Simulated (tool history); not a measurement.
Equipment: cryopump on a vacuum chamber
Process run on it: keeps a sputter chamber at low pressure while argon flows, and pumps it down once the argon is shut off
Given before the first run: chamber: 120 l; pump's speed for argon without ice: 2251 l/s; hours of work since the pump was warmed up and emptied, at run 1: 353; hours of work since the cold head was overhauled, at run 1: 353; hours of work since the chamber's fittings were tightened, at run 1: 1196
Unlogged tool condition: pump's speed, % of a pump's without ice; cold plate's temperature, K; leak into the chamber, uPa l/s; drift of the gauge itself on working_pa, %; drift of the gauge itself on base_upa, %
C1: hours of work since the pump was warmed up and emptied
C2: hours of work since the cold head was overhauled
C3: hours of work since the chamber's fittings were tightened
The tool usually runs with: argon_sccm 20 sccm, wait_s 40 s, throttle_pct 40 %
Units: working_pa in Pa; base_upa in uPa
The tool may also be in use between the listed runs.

run 1 hour=0 | argon_sccm=20 wait_s=40 throttle_pct=40 | C1=353 C2=353 C3=1196 | working_pa=0.0392 base_upa=1.68
run 2 hour=51.2 | argon_sccm=20 wait_s=40 throttle_pct=40 | C1=384 C2=384 C3=1227 | working_pa=0.0402 base_upa=1.7
run 3 hour=83 | argon_sccm=20 wait_s=40 throttle_pct=16 | C1=403 C2=403 C3=1246 | working_pa=0.0965 base_upa=1.71
run 4 hour=110.7 | argon_sccm=20 wait_s=40 throttle_pct=16 | C1=420 C2=420 C3=1262 | working_pa=0.0967 base_upa=1.71
run 5 hour=165.2 | argon_sccm=20 wait_s=40 throttle_pct=40 | C1=453 C2=453 C3=1295 | working_pa=0.0407 base_upa=1.69
run 6 hour=223.4 | argon_sccm=20 wait_s=40 throttle_pct=40 | C1=488 C2=488 C3=1330 | working_pa=0.0407 base_upa=1.73
run 7 hour=268.2 | argon_sccm=20 wait_s=40 throttle_pct=40 | C1=515 C2=515 C3=1357 | working_pa=0.0411 base_upa=1.7
run 8 hour=308 | argon_sccm=20 wait_s=40 throttle_pct=40 | C1=539 C2=539 C3=1381 | working_pa=0.0408 base_upa=1.73
-- hour=347.1 pump warmed up, emptied and cooled again
run 9 hour=358.9 | argon_sccm=20 wait_s=40 throttle_pct=40 | C1=7 C2=566 C3=1409 | working_pa=0.0378 base_upa=1.75
run 10 hour=392.9 | argon_sccm=20 wait_s=40 throttle_pct=40 | C1=28 C2=587 C3=1429 | working_pa=0.0378 base_upa=1.68
run 11 hour=420.3 | argon_sccm=16 wait_s=108 throttle_pct=40 | C1=44 C2=603 C3=1446 | working_pa=0.0303 base_upa=0.86
run 12 hour=466.8 | argon_sccm=20 wait_s=267 throttle_pct=40 | C1=72 C2=631 C3=1474 | working_pa=0.0379 base_upa=0.53
-- hour=498.9 leaking fittings of the chamber tightened, without venting
run 13 hour=498.9 | argon_sccm=20 wait_s=267 throttle_pct=40 | C1=90 C2=649 C3=0 | working_pa=0.038 base_upa=0.37
run 14 hour=523.6 | argon_sccm=15 wait_s=40 throttle_pct=45 | C1=105 C2=664 C3=15 | working_pa=0.0262 base_upa=1.5
run 15 hour=557.7 | argon_sccm=15 wait_s=40 throttle_pct=45 | C1=126 C2=685 C3=35 | working_pa=0.0252 base_upa=1.53
run 16 hour=588.6 | argon_sccm=15 wait_s=40 throttle_pct=45 | C1=144 C2=703 C3=54 | working_pa=0.0258 base_upa=1.53
run 17 hour=642.3 | argon_sccm=11 wait_s=21 throttle_pct=45 | C1=177 C2=736 C3=86 | working_pa=0.0192 base_upa=2.78
run 18 hour=693.4 | argon_sccm=8 wait_s=83 throttle_pct=16 | C1=207 C2=766 C3=117 | working_pa=0.038 base_upa=0.87
run 19 hour=747.8 | argon_sccm=8 wait_s=83 throttle_pct=41 | C1=240 C2=799 C3=150 | working_pa=0.0153 base_upa=0.84

For some of the steps in working_pa from one run to the next: how much would appear even if the tool had no hidden state, given the settings, what came in and random variation, and how much remains for the hidden state plus any gauge scatter that the measured result and the result without hidden state don't share?
Run 2 -> 3: throttle_pct 40 -> 16. working_pa +0.0563 Pa: hidden state +0.0001, all else +0.0562.
Run 8 -> 9: pump warmed up, emptied and cooled again. working_pa -0.003 Pa: hidden state -0.0032, all else +0.0002.

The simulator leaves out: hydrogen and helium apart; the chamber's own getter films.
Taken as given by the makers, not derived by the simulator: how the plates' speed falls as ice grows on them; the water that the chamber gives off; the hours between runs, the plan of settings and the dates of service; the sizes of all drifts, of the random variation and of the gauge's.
